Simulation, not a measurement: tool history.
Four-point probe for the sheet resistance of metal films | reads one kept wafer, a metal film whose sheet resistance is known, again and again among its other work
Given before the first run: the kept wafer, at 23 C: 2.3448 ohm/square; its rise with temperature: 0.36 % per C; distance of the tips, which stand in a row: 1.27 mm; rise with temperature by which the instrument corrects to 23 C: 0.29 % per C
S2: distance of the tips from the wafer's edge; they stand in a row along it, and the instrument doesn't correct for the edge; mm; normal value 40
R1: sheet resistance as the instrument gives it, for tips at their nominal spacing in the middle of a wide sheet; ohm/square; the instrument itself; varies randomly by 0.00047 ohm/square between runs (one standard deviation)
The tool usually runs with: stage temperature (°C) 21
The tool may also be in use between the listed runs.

{"run": 1, "hour": 0.0, "stage temperature (°C)": 21, "S2": 40, "R1": 2.342693}
{"run": 2, "hour": 10.9, "stage temperature (°C)": 21, "S2": 40, "R1": 2.341543}
{"run": 3, "hour": 22.3, "stage temperature (°C)": 21, "S2": 40, "R1": 2.341868}
{"run": 4, "hour": 39.2, "stage temperature (°C)": 21, "S2": 40, "R1": 2.343081}
{"run": 5, "hour": 56.0, "stage temperature (°C)": 21, "S2": 40, "R1": 2.343023}
{"run": 6, "hour": 76.8, "stage temperature (°C)": 21, "S2": 40, "R1": 2.343087}
{"run": 7, "hour": 92.8, "stage temperature (°C)": 27, "S2": 40, "R1": 2.352042}
{"run": 8, "hour": 103.5, "stage temperature (°C)": 20, "S2": 40, "R1": 2.340723}
{"run": 9, "hour": 114.2, "stage temperature (°C)": 20, "S2": 40, "R1": 2.340981}
{"run": 10, "hour": 128.6, "stage temperature (°C)": 21, "S2": 40, "R1": 2.342449}
{"run": 11, "hour": 140.0, "stage temperature (°C)": 21, "S2": 40, "R1": 2.342316}
{"run": 12, "hour": 162.8, "stage temperature (°C)": 21, "S2": 40, "R1": 2.343252}
{"run": 13, "hour": 179.7, "stage temperature (°C)": 23, "S2": 40, "R1": 2.345377}
{"run": 14, "hour": 194.5, "stage temperature (°C)": 20, "S2": 40, "R1": 2.341216}
{"run": 15, "hour": 205.1, "stage temperature (°C)": 20, "S2": 40, "R1": 2.341213}
{"run": 16, "hour": 221.9, "stage temperature (°C)": 21, "S2": 4, "R1": 2.461406}
{"run": 17, "hour": 244.4, "stage temperature (°C)": 24, "S2": 40, "R1": 2.348167}
{"run": 18, "hour": 261.9, "stage temperature (°C)": 21, "S2": 6, "R1": 2.39722}
{"run": 19, "hour": 273.0, "stage temperature (°C)": 23, "S2": 8, "R1": 2.376434}
{"run": 20, "hour": 294.5, "stage temperature (°C)": 23, "S2": 8, "R1": 2.376104}
{"run": 21, "hour": 312.3, "stage temperature (°C)": 23, "S2": 8, "R1": 2.376614}
{"run": 22, "hour": 322.9, "stage temperature (°C)": 18, "S2": 6, "R1": 2.391896}
{"run": 23, "hour": 344.5, "stage temperature (°C)": 25, "S2": 29, "R1": 2.350694}
{"run": 24, "hour": 358.6, "stage temperature (°C)": 24, "S2": 47, "R1": 2.346963}
{"run": 25, "hour": 375.3, "stage temperature (°C)": 25, "S2": 17, "R1": 2.354532}
{"run": 26, "hour": 386.4, "stage temperature (°C)": 23, "S2": 35, "R1": 2.346248}

The next listed run, before its measurement:
{"run": 27, "hour": 396.4, "stage temperature (°C)": 21, "S2": 55, "R1": "?"}

{"run 27": {"R1": 2.342482}}
Without the tool's hidden state the same run would have given R1 2.342545 ohm/square.

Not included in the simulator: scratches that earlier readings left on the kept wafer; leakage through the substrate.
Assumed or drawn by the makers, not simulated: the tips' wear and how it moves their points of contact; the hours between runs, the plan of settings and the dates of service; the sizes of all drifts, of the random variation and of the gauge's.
